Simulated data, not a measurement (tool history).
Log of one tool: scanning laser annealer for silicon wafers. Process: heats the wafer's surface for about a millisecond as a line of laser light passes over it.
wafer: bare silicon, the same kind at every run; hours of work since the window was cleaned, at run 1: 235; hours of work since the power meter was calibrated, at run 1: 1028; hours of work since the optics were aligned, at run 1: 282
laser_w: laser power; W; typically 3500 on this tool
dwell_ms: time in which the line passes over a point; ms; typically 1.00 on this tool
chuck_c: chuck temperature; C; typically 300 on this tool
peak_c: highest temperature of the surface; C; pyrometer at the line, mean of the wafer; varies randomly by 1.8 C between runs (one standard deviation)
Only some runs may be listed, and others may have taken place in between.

run,hour,laser_w,dwell_ms,chuck_c,hours of work since the window was cleaned,hours of work since the power meter was calibrated,hours of work since the optics were aligned,peak_c
1,0.0,3500,1.00,300,235,1028,282,994
2,38.0,3500,1.00,300,251,1044,298,992
3,90.1,3500,1.00,300,273,1066,320,991
4,124.5,3500,1.00,300,288,1081,335,991
5,167.5,3500,1.00,300,307,1100,354,987
6,213.9,3500,1.00,300,326,1120,374,990
7,254.8,3500,0.81,300,344,1137,391,912
8,281.5,3500,0.81,300,355,1149,403,906
9,308.8,3500,0.75,300,367,1160,414,879
10,345.6,3850,1.00,300,383,1176,430,1077
11,372.8,3850,1.00,300,395,1188,442,1078
12,406.0,3500,1.00,300,409,1202,456,980
13,449.0,3500,1.00,310,427,1220,474,993
14,492.8,3500,1.00,310,446,1239,493,990
15,518.3,3164,1.17,334,457,1250,504,982
16,544.6,3164,1.17,334,468,1262,516,983
17,583.0,3167,0.97,327,485,1278,532,906
18,632.8,3500,0.91,333,506,1299,553,971
19,672.2,3500,0.91,333,523,1316,570,973
20,716.2,3500,0.91,333,542,1335,589,968
21,763.8,3232,0.81,300,563,1356,610,833
22,819.0,3232,0.81,300,586,1379,633,831
23,854.3,3724,0.81,320,601,1394,648,962
24,883.1,3724,0.81,320,614,1407,661,962
25,907.1,3135,1.06,320,624,1417,671,912
26,935.2,3793,0.75,295,636,1429,683,923
27,986.0,3092,1.03,333,658,1451,705,904

Here are 5 independent what-if runs from the current tool condition. What would each one return?
A,1021.8,3500,1.09,295,673,1466,720,?
B,1021.8,3092,1.03,270,673,1466,720,?
C,1021.8,3682,0.85,291,673,1466,720,?
D,1021.8,3004,0.94,333,673,1466,720,?
E,1021.8,3463,1.03,319,673,1466,720,?

run,peak_c
A,990
B,840
C,939
D,855
E,983
Without the tool's unlogged condition, the same runs would have read:
run,peak_c
A,1049
B,888
C,994
D,899
E,1039

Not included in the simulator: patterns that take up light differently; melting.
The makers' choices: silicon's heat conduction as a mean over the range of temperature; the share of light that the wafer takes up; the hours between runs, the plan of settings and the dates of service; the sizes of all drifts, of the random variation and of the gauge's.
